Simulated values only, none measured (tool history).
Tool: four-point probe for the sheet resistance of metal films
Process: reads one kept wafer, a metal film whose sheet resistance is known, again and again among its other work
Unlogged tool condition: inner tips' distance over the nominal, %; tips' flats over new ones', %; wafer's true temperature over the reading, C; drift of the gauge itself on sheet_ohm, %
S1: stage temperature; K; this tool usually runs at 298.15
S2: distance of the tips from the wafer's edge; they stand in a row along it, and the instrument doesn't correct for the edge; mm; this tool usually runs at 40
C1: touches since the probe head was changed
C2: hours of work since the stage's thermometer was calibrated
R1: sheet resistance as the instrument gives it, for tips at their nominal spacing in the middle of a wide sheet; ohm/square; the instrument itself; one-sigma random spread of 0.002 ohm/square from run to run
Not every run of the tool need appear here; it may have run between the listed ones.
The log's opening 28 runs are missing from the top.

run,hour,S1,S2,C1,C2,R1
29,2635.9,301.15,6,110379,508,9.988097
30,2765.6,301.15,6,114380,590,9.985890
31,2822.8,304.15,6,116145,626,9.988594
32,2898.2,298.15,14,118471,673,9.949734
33,3005.8,298.15,14,121792,741,9.949533
34,3121.0,306.15,17,125345,813,9.938876
35,3236.1,298.15,59,128898,886,9.945878
36,3300.5,298.15,24,130885,927,9.954417
37,3440.8,298.15,24,135212,1015,9.952649
38,3546.2,298.15,24,138466,1081,9.956771
39,3622.9,299.15,10,140833,1130,9.974267
40,3713.7,299.15,10,143634,1187,9.979012
41,3811.1,302.15,24,146638,1248,9.958052
42,3904.1,305.15,13,149508,1307,9.963607
43,4038.7,305.15,13,153661,1392,9.970026
# hour 4120.5: new probe head fitted
44,4164.4,305.15,13,1354,1470,9.797918

Branching from run 44: 3 alternative next runs. What would each branch give?
A,4283.2,306.15,40,5020,1545,?
B,4283.2,305.15,46,5020,1545,?
C,4283.2,296.15,62,5020,1545,?

run,R1
A,9.791469
B,9.792632
C,9.808855
With no hidden state in the tool, these same runs would have given:
run,R1
A,9.749460
B,9.750569
C,9.766271
